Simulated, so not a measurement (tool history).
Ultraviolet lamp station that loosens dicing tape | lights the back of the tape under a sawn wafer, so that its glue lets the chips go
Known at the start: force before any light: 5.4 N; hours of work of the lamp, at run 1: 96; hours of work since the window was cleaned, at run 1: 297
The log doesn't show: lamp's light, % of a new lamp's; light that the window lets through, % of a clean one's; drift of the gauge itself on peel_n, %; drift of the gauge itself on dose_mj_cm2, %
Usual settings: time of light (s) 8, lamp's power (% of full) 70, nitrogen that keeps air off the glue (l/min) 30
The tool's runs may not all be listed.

| run | day | time of light (s) | lamp's power (% of full) | nitrogen that keeps air off the glue (l/min) | hours of work of the lamp | hours of work since the window was cleaned | force that peels the tape off (N) | light that reached the tape (J/m2) |
|---|---|---|---|---|---|---|---|---|
| 1 | 0.000 | 8 | 70 | 30 | 96 | 297 | 0.368 | 3630 |
| 2 | 0.871 | 8 | 70 | 30 | 106 | 307 | 0.362 | 3640 |
| 3 | 1.392 | 8 | 70 | 30 | 112 | 313 | 0.377 | 3600 |
| 4 | 2.175 | 8 | 70 | 30 | 121 | 322 | 0.386 | 3560 |
| 5 | 3.133 | 8 | 70 | 30 | 132 | 334 | 0.388 | 3510 |
| 6 | 3.708 | 8 | 70 | 30 | 139 | 340 | 0.391 | 3490 |
| 7 | 4.267 | 8 | 88 | 30 | 146 | 347 | 0.225 | 4360 |
| 8 | 4.883 | 8 | 88 | 30 | 153 | 354 | 0.231 | 4360 |
| 9 | 5.821 | 8 | 88 | 30 | 164 | 365 | 0.234 | 4300 |
| 10 | 6.938 | 15 | 70 | 30 | 177 | 378 | 0.098 | 6380 |
| 11 | 8.004 | 15 | 70 | 30 | 189 | 390 | 0.100 | 6360 |
| 12 | 8.721 | 15 | 70 | 30 | 198 | 399 | 0.101 | 6340 |
| 13 | 9.808 | 8 | 70 | 30 | 210 | 412 | 0.436 | 3350 |
| 14 | 10.921 | 8 | 70 | 30 | 223 | 425 | 0.460 | 3310 |
| 15 | 11.633 | 8 | 70 | 32 | 232 | 433 | 0.414 | 3280 |
| 16 | 12.254 | 8 | 70 | 32 | 239 | 440 | 0.422 | 3310 |
| 17 | 12.758 | 8 | 81 | 32 | 245 | 446 | 0.307 | 3760 |
| 18 | 13.683 | 8 | 81 | 32 | 256 | 457 | 0.319 | 3750 |
| 19 | 14.742 | 8 | 70 | 30 | 268 | 469 | 0.518 | 3190 |
| 20 | 15.925 | 8 | 86 | 30 | 282 | 483 | 0.297 | 3870 |
| 21 | 16.571 | 8 | 70 | 30 | 289 | 491 | 0.498 | 3180 |
| 22 | 17.729 | 8 | 87 | 25 | 303 | 504 | 0.385 | 3880 |
| 23 | 18.917 | 5 | 87 | 25 | 317 | 518 | 0.989 | 2390 |
| 24 | 19.429 | 7 | 63 | 47 | 323 | 524 | 0.613 | 2450 |
| 25 | 20.000 | 7 | 63 | 47 | 330 | 531 | 0.639 | 2400 |
| 26 | 20.629 | 8 | 70 | 11 | 337 | 538 | 1.151 | 3070 |
| 27 | 21.346 | 8 | 72 | 11 | 345 | 546 | 1.102 | 3130 |
| 28 | 22.250 | 8 | 72 | 11 | 356 | 557 | 1.155 | 3120 |
| 29 | 22.775 | 12 | 66 | 18 | 362 | 563 | 0.430 | 4200 |
|  | 22.883 | window cleaned of glue's vapour |
| 30 | 23.567 | 12 | 84 | 18 | 371 | 8 | 0.277 | 5090 |
| 31 | 24.054 | 9 | 69 | 14 | 377 | 14 | 0.934 | 3080 |
| 32 | 24.654 | 9 | 69 | 14 | 384 | 21 | 1.013 | 3030 |
| 33 | 25.225 | 6 | 92 | 43 | 390 | 27 | 0.537 | 2660 |
| 34 | 26.283 | 7 | 70 | 12 | 403 | 40 | 1.557 | 2370 |
| 35 | 27.162 | 7 | 70 | 12 | 413 | 50 | 1.542 | 2370 |
| 36 | 27.996 | 7 | 70 | 12 | 423 | 60 | 1.542 | 2320 |
|  | 28.588 | window cleaned of glue's vapour, once more |
| 37 | 29.071 | 7 | 70 | 12 | 435 | 6 | 1.250 | 2800 |
| 38 | 30.025 | 5 | 94 | 12 | 446 | 17 | 1.350 | 2660 |
| 39 | 30.992 | 5 | 94 | 12 | 457 | 28 | 1.365 | 2620 |
| 40 | 31.488 | 4 | 70 | 32 | 463 | 34 | 1.556 | 1510 |
| 41 | 32.292 | 4 | 70 | 32 | 473 | 43 | 1.569 | 1550 |
| 42 | 33.062 | 14 | 70 | 11 | 482 | 52 | 0.367 | 5400 |

Forecast each of these 4 alternatives for the next run:
| A | 34.138 | 14 | 68 | 53 | 494 | 65 | ? | ? |
| B | 34.138 | 8 | 89 | 37 | 494 | 65 | ? | ? |
| C | 34.138 | 4 | 75 | 28 | 494 | 65 | ? | ? |
| D | 34.138 | 9 | 70 | 11 | 494 | 65 | ? | ? |

| run | force that peels the tape off (N) | light that reached the tape (J/m2) |
|---|---|---|
| A | 0.108 | 5140 |
| B | 0.260 | 3840 |
| C | 1.579 | 1650 |
| D | 0.966 | 3380 |
Without the tool's hidden state the same runs would have given:
| run | force that peels the tape off (N) | light that reached the tape (J/m2) |
|---|---|---|
| A | 0.077 | 6890 |
| B | 0.129 | 5150 |
| C | 1.053 | 2200 |
| D | 0.554 | 4550 |
